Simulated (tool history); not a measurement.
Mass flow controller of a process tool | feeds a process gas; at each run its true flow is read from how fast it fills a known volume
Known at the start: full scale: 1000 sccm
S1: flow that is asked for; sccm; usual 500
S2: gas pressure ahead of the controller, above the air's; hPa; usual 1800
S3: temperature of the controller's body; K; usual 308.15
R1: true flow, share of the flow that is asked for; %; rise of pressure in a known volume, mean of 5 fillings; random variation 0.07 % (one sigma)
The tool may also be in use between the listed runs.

Run 1, hour 0.0: usual settings. Result: R1 98.15 %.
Run 2, hour 96.9: usual settings. Result: R1 98.15 %.
Run 3, hour 207.3: usual settings. Result: R1 98.01 %.
Run 4, hour 272.3: usual settings but S3 299.15 K. Result: R1 98.76 %.
Run 5, hour 331.9: usual settings but S3 299.15 K. Result: R1 98.76 %.
Run 6, hour 465.5: usual settings but S3 299.15 K. Result: R1 98.72 %.
Run 7, hour 590.9: usual settings but S3 299.15 K. Result: R1 98.70 %.
Run 8, hour 721.6: usual settings but S3 299.15 K. Result: R1 98.65 %.
Run 9, hour 855.6: usual settings but S3 299.15 K. Result: R1 98.66 %.
Run 10, hour 986.8: usual settings but S1 156 sccm. Result: R1 95.90 %.
Run 11, hour 1052.8: usual settings but S1 156 sccm. Result: R1 95.95 %.
Run 12, hour 1169.4: usual settings. Result: R1 98.12 %.
At hour 1182.0: controller's zero set anew.
Run 13, hour 1248.5: usual settings. Result: R1 97.85 %.
Run 14, hour 1384.5: usual settings. Result: R1 97.82 %.
Run 15, hour 1494.0: usual settings but S2 2440 hPa. Result: R1 98.25 %.
At hour 1558.3: controller's zero set anew, once more.
Run 16, hour 1571.5: usual settings but S2 2440 hPa. Result: R1 99.13 %.
Run 17, hour 1705.5: usual settings but S1 189 sccm, S2 1490 hPa, S3 310.15 K. Result: R1 97.52 %.
Run 18, hour 1830.8: usual settings but S1 101 sccm, S2 1880 hPa, S3 303.15 K. Result: R1 97.93 %.
Run 19, hour 1934.4: usual settings but S1 157 sccm, S2 1880 hPa, S3 298.15 K. Result: R1 98.72 %.
Run 20, hour 2067.7: usual settings but S1 157 sccm, S2 1880 hPa, S3 298.15 K. Result: R1 98.61 %.
Run 21, hour 2123.6: usual settings but S1 157 sccm, S2 1880 hPa, S3 298.15 K. Result: R1 98.64 %.
Run 22, hour 2261.1: usual settings but S1 414 sccm, S2 1880 hPa, S3 298.15 K. Result: R1 99.37 %.
Run 23, hour 2389.5: usual settings but S1 414 sccm, S2 1880 hPa, S3 298.15 K. Result: R1 99.42 %.
Run 24, hour 2500.4: usual settings but S1 560 sccm, S2 1530 hPa, S3 296.15 K. Result: R1 99.52 %.
Run 25, hour 2601.6: usual settings but S1 136 sccm, S2 1750 hPa, S3 294.15 K. Result: R1 98.32 %.
Run 26, hour 2709.0: usual settings but S1 116 sccm, S2 1830 hPa, S3 299.15 K. Result: R1 97.82 %.
Run 27, hour 2810.1: usual settings but S1 166 sccm, S2 2290 hPa, S3 299.15 K. Result: R1 98.52 %.
Run 28, hour 2928.3: usual settings but S1 166 sccm, S2 2290 hPa, S3 299.15 K. Result: R1 98.56 %.

5 ways to go on from here, each from the tool as it stands after run 28. What would each give?
Run A, hour 3043.6: usual settings but S1 166 sccm, S2 2010 hPa. Result: R1 ?.
Run B, hour 3043.6: usual settings but S1 967 sccm. Result: R1 ?.
Run C, hour 3043.6: usual settings but S1 166 sccm, S2 2290 hPa, S3 294.15 K. Result: R1 ?.
Run D, hour 3043.6: usual settings but S1 166 sccm, S2 2730 hPa, S3 311.15 K. Result: R1 ?.
Run E, hour 3043.6: usual settings but S1 102 sccm, S2 2290 hPa, S3 295.15 K. Result: R1 ?.

run     R1
  A  97.52
  B  99.68
  C  98.86
  D  97.63
  E  98.04
Without the tool's hidden state the same runs would have given:
run     R1
  A  97.56
  B  98.92
  C  98.89
  D  97.66
  E  98.67
